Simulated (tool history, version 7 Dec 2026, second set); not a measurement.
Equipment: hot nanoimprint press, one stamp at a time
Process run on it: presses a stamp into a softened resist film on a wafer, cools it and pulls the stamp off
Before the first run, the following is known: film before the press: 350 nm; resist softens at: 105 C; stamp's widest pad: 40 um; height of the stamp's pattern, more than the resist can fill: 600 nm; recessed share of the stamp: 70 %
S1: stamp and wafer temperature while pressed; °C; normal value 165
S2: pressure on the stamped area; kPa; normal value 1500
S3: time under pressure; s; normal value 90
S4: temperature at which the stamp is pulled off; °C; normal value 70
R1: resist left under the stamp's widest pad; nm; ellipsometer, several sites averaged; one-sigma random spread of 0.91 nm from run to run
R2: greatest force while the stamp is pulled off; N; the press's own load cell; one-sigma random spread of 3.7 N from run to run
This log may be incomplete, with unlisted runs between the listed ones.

Run 1, hour 0.0: usual settings. Result: R1 184.7 nm, R2 201 N.
Run 2, hour 14.9: usual settings. Result: R1 185.6 nm, R2 200 N.
Run 3, hour 36.5: usual settings. Result: R1 185.9 nm, R2 205 N.
Run 4, hour 47.7: usual settings. Result: R1 186.1 nm, R2 209 N.
Run 5, hour 68.3: usual settings. Result: R1 185.2 nm, R2 202 N.
Run 6, hour 88.5: usual settings. Result: R1 186.5 nm, R2 218 N.
At hour 92.6: plate thermocouple calibrated.
Run 7, hour 104.2: usual settings but S1 163 °C. Result: R1 197.9 nm, R2 221 N.
Run 8, hour 121.8: usual settings but S1 163 °C. Result: R1 200.9 nm, R2 211 N.
Run 9, hour 143.0: usual settings but S1 163 °C. Result: R1 201.1 nm, R2 222 N.
Run 10, hour 163.2: usual settings but S1 163 °C. Result: R1 200.5 nm, R2 231 N.
Run 11, hour 179.9: usual settings. Result: R1 187.3 nm, R2 231 N.
Run 12, hour 196.3: usual settings. Result: R1 188.9 nm, R2 229 N.
At hour 206.1: plate thermocouple calibrated, once more.
Run 13, hour 212.4: usual settings but S1 168 °C. Result: R1 166.5 nm, R2 236 N.
Run 14, hour 233.9: usual settings but S1 156 °C, S2 1390 kPa, S3 138 s, S4 68 °C. Result: R1 217.5 nm, R2 245 N.
Run 15, hour 254.8: usual settings but S1 156 °C, S2 1390 kPa, S3 138 s, S4 68 °C. Result: R1 217.4 nm, R2 254 N.
Run 16, hour 270.6: usual settings but S2 1510 kPa, S3 121 s. Result: R1 165.7 nm, R2 227 N.
Run 17, hour 292.3: usual settings but S2 1510 kPa, S3 121 s. Result: R1 165.9 nm, R2 237 N.
Run 18, hour 306.9: usual settings but S1 166 °C, S2 1220 kPa, S3 58 s. Result: R1 224.2 nm, R2 243 N.
Run 19, hour 323.3: usual settings but S1 167 °C, S2 1340 kPa, S3 50 s, S4 65 °C. Result: R1 219.3 nm, R2 284 N.
Run 20, hour 332.4: usual settings but S1 171 °C, S2 1200 kPa, S3 100 s, S4 72 °C. Result: R1 163.2 nm, R2 233 N.
Run 21, hour 354.0: usual settings but S1 171 °C, S2 1200 kPa, S3 100 s, S4 72 °C. Result: R1 163.8 nm, R2 238 N.
Run 22, hour 367.8: usual settings but S2 1940 kPa, S3 137 s. Result: R1 142.7 nm, R2 256 N.

Expected results for the next run?
Run 23, hour 380.1: usual settings but S2 1940 kPa, S3 137 s. Result: R1 ?, R2 ?.

{"run 23": {"R1": 144.2, "R2": 246}}
If the tool had no hidden condition, the same run with the same run-to-run variation would have returned R1 141.3 nm, R2 174 N.

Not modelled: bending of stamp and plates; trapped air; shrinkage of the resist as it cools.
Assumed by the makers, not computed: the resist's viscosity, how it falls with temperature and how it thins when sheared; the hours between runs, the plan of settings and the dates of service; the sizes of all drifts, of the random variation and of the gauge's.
